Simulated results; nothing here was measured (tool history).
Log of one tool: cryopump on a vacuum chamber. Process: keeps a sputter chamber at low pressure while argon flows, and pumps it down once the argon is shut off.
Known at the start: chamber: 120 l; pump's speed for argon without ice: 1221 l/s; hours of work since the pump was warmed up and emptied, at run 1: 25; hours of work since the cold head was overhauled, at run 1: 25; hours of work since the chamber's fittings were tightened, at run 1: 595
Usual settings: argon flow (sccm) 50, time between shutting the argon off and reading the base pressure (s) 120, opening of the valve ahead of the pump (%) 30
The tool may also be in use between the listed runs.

run	hour	argon flow (sccm)	time between shutting the argon off and reading the base pressure (s)	opening of the valve ahead of the pump (%)	hours of work since the pump was warmed up and emptied	hours of work since the cold head was overhauled	hours of work since the chamber's fittings were tightened	pressure while argon flows (Pa)	pressure after the wait (uPa)
1	0	50	120	30	25	25	595	0.2322	1.1
2	7.8	50	120	45	29	29	598	0.1567	1.06
3	14.3	50	120	45	31	31	601	0.155	1.05
4	21.5	85	120	45	34	34	604	0.2638	1.06
5	28.3	85	120	45	37	37	607	0.2661	1.11
6	41.2	85	120	45	42	42	612	0.2636	1.09
7	56.3	85	35	45	49	49	618	0.2659	2.77
8	67.8	85	35	45	53	53	623	0.2658	2.79
9	74.3	50	120	26	56	56	626	0.2686	1.03
10	86.3	50	120	26	61	61	631	0.2681	1.06
11	100.8	50	120	26	67	67	637	0.2672	1.1
12	109.7	50	120	26	71	71	640	0.2691	1.08
13	119.6	40	120	30	75	75	645	0.1878	1.1
14	135	35	120	41	81	81	651	0.1208	1.13
15	143.5	35	120	18	85	85	654	0.2713	1.05
16	153.2	35	120	18	89	89	658	0.2714	1.06
17	161.1	44	174	22	92	92	662	0.2818	0.9
18	170	44	174	22	95	95	665	0.2801	0.88
19	184.2	86	287	35	101	101	671	0.3487	0.66
20	197.5	40	166	35	107	107	677	0.1623	0.89
21	209	40	28	35	112	112	681	0.1618	3.49
22	215.7	40	39	18	114	114	684	0.3113	2.58
23	227.4	50	265	39	119	119	689	0.1821	0.71
24	236	50	265	39	123	123	693	0.1844	0.68

3 ways to go on from here, each from the tool as it stands after run 24. What would each give?
A	248.6	50	39	30	128	128	698	?	?
B	248.6	50	36	30	128	128	698	?	?
C	248.6	50	195	30	128	128	698	?	?

run	pressure while argon flows (Pa)	pressure after the wait (uPa)
A	0.2343	2.56
B	0.2376	2.77
C	0.2366	0.82
Without the tool's hidden state the same runs would have given:
run	pressure while argon flows (Pa)	pressure after the wait (uPa)
A	0.2289	2.42
B	0.2321	2.63
C	0.2312	0.68
